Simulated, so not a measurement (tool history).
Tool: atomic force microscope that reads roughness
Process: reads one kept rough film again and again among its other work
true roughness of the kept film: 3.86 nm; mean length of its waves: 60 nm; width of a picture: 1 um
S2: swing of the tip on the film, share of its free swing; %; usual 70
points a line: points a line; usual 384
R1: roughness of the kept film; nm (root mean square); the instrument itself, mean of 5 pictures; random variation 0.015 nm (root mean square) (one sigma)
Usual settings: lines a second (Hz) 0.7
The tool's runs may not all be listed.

run 1 hour=0 | lines_a_second_(Hz)=0.7 S2=70 points_a_line=384 | R1=3.649
run 2 hour=13.1 | lines_a_second_(Hz)=0.7 S2=70 points_a_line=384 | R1=3.648
run 3 hour=26 | lines_a_second_(Hz)=1.946 S2=70 points_a_line=384 | R1=3.553
-- hour=28.6 new tip fitted
run 4 hour=40 | lines_a_second_(Hz)=0.7 S2=70 points_a_line=384 | R1=3.643
run 5 hour=55.3 | lines_a_second_(Hz)=0.7 S2=70 points_a_line=384 | R1=3.6
run 6 hour=71.8 | lines_a_second_(Hz)=0.7 S2=70 points_a_line=454 | R1=3.62
-- hour=87.5 new tip fitted
run 7 hour=93.7 | lines_a_second_(Hz)=0.7 S2=70 points_a_line=454 | R1=3.626
run 8 hour=108.2 | lines_a_second_(Hz)=0.7 S2=70 points_a_line=454 | R1=3.645
run 9 hour=122.3 | lines_a_second_(Hz)=0.7 S2=70 points_a_line=454 | R1=3.616
run 10 hour=135.8 | lines_a_second_(Hz)=0.7 S2=68 points_a_line=279 | R1=3.621
-- hour=146.3 new tip fitted
run 11 hour=150.5 | lines_a_second_(Hz)=0.7 S2=68 points_a_line=279 | R1=3.643
run 12 hour=163 | lines_a_second_(Hz)=0.7 S2=68 points_a_line=279 | R1=3.635
run 13 hour=183.3 | lines_a_second_(Hz)=0.7 S2=82 points_a_line=979 | R1=3.584
run 14 hour=193.5 | lines_a_second_(Hz)=0.7 S2=82 points_a_line=979 | R1=3.582
run 15 hour=203.9 | lines_a_second_(Hz)=0.7 S2=82 points_a_line=979 | R1=3.581
-- hour=206.4 new tip fitted
run 16 hour=218.5 | lines_a_second_(Hz)=0.641 S2=63 points_a_line=384 | R1=3.657
run 17 hour=243.8 | lines_a_second_(Hz)=0.641 S2=63 points_a_line=384 | R1=3.655

3 ways to go on from here, each from the tool as it stands after run 17. What would each give?
run A hour=263.3 | lines_a_second_(Hz)=0.594 S2=70 points_a_line=995 | R1=?
run B hour=263.3 | lines_a_second_(Hz)=1.683 S2=57 points_a_line=411 | R1=?
run C hour=263.3 | lines_a_second_(Hz)=0.7 S2=79 points_a_line=384 | R1=?

run=A R1=3.653
run=B R1=3.626
run=C R1=3.609
Without the tool's hidden state the same runs would have given:
run=A R1=3.662
run=B R1=3.635
run=C R1=3.618

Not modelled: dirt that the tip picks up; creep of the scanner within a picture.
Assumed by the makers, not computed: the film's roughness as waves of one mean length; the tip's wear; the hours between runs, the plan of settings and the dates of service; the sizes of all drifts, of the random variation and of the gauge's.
